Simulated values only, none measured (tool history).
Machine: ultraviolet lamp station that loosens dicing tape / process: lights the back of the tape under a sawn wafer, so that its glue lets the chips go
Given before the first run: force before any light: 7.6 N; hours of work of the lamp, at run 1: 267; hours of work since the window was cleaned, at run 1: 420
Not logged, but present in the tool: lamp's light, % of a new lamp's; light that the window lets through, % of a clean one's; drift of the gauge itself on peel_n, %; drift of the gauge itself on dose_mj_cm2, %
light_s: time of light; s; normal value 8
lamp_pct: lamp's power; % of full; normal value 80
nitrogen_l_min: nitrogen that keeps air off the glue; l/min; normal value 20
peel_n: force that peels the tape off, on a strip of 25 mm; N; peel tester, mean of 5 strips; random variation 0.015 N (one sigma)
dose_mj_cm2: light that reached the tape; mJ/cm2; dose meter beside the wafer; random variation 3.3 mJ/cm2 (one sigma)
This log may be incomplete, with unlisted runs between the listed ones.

run	hour	light_s	lamp_pct	nitrogen_l_min	hours of work of the lamp	hours of work since the window was cleaned	peel_n	dose_mj_cm2
1	0	8	80	20	267	420	0.922	459
2	15.8	8	80	20	274	427	0.952	454
3	32.9	8	80	17	282	435	1.076	454
4	42	8	80	17	287	439	1.048	455
5	50.2	8	80	17	290	443	1.075	456
6	68.6	8	80	20	299	452	0.943	451
7	84.1	8	80	20	306	459	0.979	443
8	96.3	8	80	20	312	465	0.981	454
9	107.1	8	75	20	317	470	1.089	421
10	125	8	75	20	326	478	1.116	416
11	134.9	8	75	20	330	483	1.119	424
12	152.9	8	80	20	339	491	1.023	438
13	169.5	8	80	20	346	499	1.041	444
14	179	8	80	39	351	504	0.666	437
15	187.7	8	80	39	355	508	0.662	442
16	203.6	8	80	39	362	515	0.681	438
17	217.5	8	80	39	369	522	0.689	436
18	237.5	8	80	39	378	531	0.723	434
19	247.4	8	80	39	383	536	0.688	438
20	263.3	8	80	39	390	543	0.73	434
21	277.8	8	80	39	397	550	0.704	428
22	297.9	7	62	38	407	559	1.437	294
23	310.6	7	82	34	413	565	0.947	381
24	326.7	7	82	34	420	573	0.961	380
25	337.5	13	80	20	425	578	0.416	688
26	355.1	13	80	20	434	586	0.42	690
# hour 373.2: window cleaned of glue's vapour
27	374.6	4	60	10	443	1	4.061	173
28	382.9	4	60	10	446	5	4.167	168
29	392.3	11	60	10	451	9	1.441	468
30	406.7	7	77	11	458	16	1.893	381
31	422.2	4	80	28	465	23	2.209	226
32	430.7	4	80	28	469	27	2.327	223
33	447.6	4	80	28	477	35	2.367	224
34	463.1	15	70	20	484	42	0.361	731
35	478.6	8	76	15	491	49	1.386	422
36	495.1	14	79	23	499	57	0.3	752
37	504.6	5	63	20	504	62	2.82	217
38	523.8	5	63	20	513	71	2.792	220
39	539.8	5	63	20	520	78	2.735	215
40	553.3	7	80	7	526	85	2.33	381
41	569.6	7	80	7	534	92	2.386	381
42	582.7	12	80	10	540	98	0.841	647

Measured less the same run without the tool's hidden state. The same run-to-run variation is in both; the gauge's scatter may not be:
run	peel_n	dose_mj_cm2
1	+0.239	-74
2	+0.249	-76
3	+0.28	-78
4	+0.276	-80
5	+0.287	-81
6	+0.264	-83
7	+0.28	-83
8	+0.285	-86
9	+0.308	-81
10	+0.323	-83
11	+0.325	-84
12	+0.312	-91
13	+0.323	-94
14	+0.223	-93
15	+0.228	-96
16	+0.237	-96
17	+0.242	-98
18	+0.257	-101
19	+0.247	-101
20	+0.264	-103
21	+0.259	-105
22	+0.454	-72
23	+0.345	-97
24	+0.353	-98
25	+0.153	-179
26	+0.157	-184
27	+0.417	-30
28	+0.432	-31
29	+0.351	-85
30	+0.417	-71
31	+0.433	-42
32	+0.459	-43
33	+0.477	-44
34	+0.109	-148
35	+0.392	-88
36	+0.084	-159
37	+0.544	-46
38	+0.548	-47
39	+0.543	-49
40	+0.534	-87
41	+0.555	-89
42	+0.299	-154
